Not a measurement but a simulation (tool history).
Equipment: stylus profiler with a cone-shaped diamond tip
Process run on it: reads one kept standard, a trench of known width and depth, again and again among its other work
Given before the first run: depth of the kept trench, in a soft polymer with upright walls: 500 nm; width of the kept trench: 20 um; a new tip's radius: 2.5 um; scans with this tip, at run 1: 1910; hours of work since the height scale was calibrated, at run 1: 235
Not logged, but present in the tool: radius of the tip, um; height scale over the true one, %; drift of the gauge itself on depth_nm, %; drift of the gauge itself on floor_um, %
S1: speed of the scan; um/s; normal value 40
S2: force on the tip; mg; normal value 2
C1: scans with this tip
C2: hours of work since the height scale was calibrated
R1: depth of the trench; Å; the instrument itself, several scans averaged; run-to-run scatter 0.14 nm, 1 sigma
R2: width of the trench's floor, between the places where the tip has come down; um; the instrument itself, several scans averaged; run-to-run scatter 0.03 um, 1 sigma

| run | hour | S1 | S2 | C1 | C2 | R1 | R2 |
|---|---|---|---|---|---|---|---|
| 1 | 0 | 40 | 2 | 1910 | 235 | 5043.8 | 16.7 |
| 2 | 12.1 | 40 | 2 | 1985 | 245 | 5044.5 | 16.76 |
| 3 | 21.8 | 40 | 2 | 2045 | 252 | 5042.7 | 16.77 |
| 4 | 33.7 | 40 | 2 | 2119 | 261 | 5044.2 | 16.77 |
| 5 | 40.6 | 40 | 2 | 2162 | 266 | 5043.1 | 16.7 |
| 6 | 51.9 | 40 | 2 | 2232 | 275 | 5043.5 | 16.72 |
| 7 | 59.2 | 40 | 2 | 2277 | 281 | 5043.2 | 16.72 |
| 8 | 67.3 | 40 | 2 | 2327 | 287 | 5044.4 | 16.68 |
| 9 | 75.3 | 40 | 2 | 2377 | 293 | 5038.4 | 16.68 |
| 10 | 88.5 | 40 | 3.64 | 2459 | 303 | 5065.1 | 16.66 |
| 11 | 95.3 | 40 | 2 | 2500 | 308 | 5040.4 | 16.68 |
| 12 | 108.4 | 21 | 2 | 2582 | 318 | 5041.5 | 16.76 |
| 13 | 114.7 | 22 | 2 | 2620 | 323 | 5039.7 | 16.74 |
| 14 | 129.4 | 40 | 2 | 2712 | 334 | 5039.6 | 16.69 |
| 15 | 141.7 | 40 | 2 | 2788 | 343 | 5041.1 | 16.67 |
| 16 | 147.7 | 40 | 2 | 2825 | 348 | 5043.4 | 16.64 |
| 17 | 158.9 | 40 | 2 | 2894 | 357 | 5039 | 16.65 |
| 18 | 165.6 | 40 | 2 | 2936 | 362 | 5040.1 | 16.62 |
| 19 | 179.4 | 40 | 2 | 3021 | 372 | 5039.6 | 16.59 |
| 20 | 194.1 | 40 | 2 | 3112 | 384 | 5040.2 | 16.61 |
| 21 | 204.6 | 24 | 3.85 | 3177 | 392 | 5068.8 | 16.71 |
| 22 | 214.4 | 22 | 3.62 | 3238 | 399 | 5066.6 | 16.7 |
| 23 | 223.3 | 22 | 3.62 | 3293 | 406 | 5062.6 | 16.75 |
| 24 | 229.9 | 22 | 3.62 | 3334 | 411 | 5062 | 16.72 |
| 25 | 236.9 | 144 | 3.62 | 3378 | 416 | 5061.7 | 16.42 |
| 26 | 243.8 | 54 | 0.76 | 3420 | 421 | 5013.3 | 16.43 |
| 27 | 252.2 | 18 | 1.39 | 3472 | 428 | 5030 | 16.69 |
| 28 | 265.8 | 15 | 2 | 3557 | 438 | 5039.4 | 16.72 |
| 29 | 274.5 | 25 | 4.67 | 3611 | 445 | 5078.7 | 16.71 |
| 30 | 288.1 | 25 | 4.67 | 3695 | 455 | 5076.9 | 16.69 |
| 31 | 297.2 | 95 | 1.44 | 3751 | 462 | 5029.3 | 16.37 |
| 32 | 304.1 | 95 | 1.44 | 3793 | 467 | 5026.9 | 16.32 |
| 33 | 312.5 | 95 | 1.75 | 3846 | 474 | 5036.8 | 16.4 |

Results per run with the tool's hidden condition removed, run-to-run variation unchanged:
| run | R1 | R2 |
|---|---|---|
| 1 | 5050.9 | 16.82 |
| 2 | 5052 | 16.89 |
| 3 | 5050.3 | 16.9 |
| 4 | 5052 | 16.91 |
| 5 | 5051.1 | 16.84 |
| 6 | 5051.7 | 16.87 |
| 7 | 5051.5 | 16.87 |
| 8 | 5052.9 | 16.84 |
| 9 | 5047 | 16.84 |
| 10 | 5074 | 16.82 |
| 11 | 5049.4 | 16.84 |
| 12 | 5050.8 | 16.93 |
| 13 | 5049 | 16.91 |
| 14 | 5049.3 | 16.87 |
| 15 | 5051 | 16.85 |
| 16 | 5053.4 | 16.83 |
| 17 | 5049.2 | 16.84 |
| 18 | 5050.4 | 16.81 |
| 19 | 5050.2 | 16.8 |
| 20 | 5051.1 | 16.82 |
| 21 | 5079.9 | 16.93 |
| 22 | 5077.9 | 16.92 |
| 23 | 5074.1 | 16.97 |
| 24 | 5073.6 | 16.95 |
| 25 | 5073.4 | 16.65 |
| 26 | 5025 | 16.66 |
| 27 | 5041.9 | 16.93 |
| 28 | 5051.5 | 16.96 |
| 29 | 5091.1 | 16.95 |
| 30 | 5089.6 | 16.94 |
| 31 | 5042 | 16.63 |
| 32 | 5039.8 | 16.58 |
| 33 | 5049.8 | 16.66 |
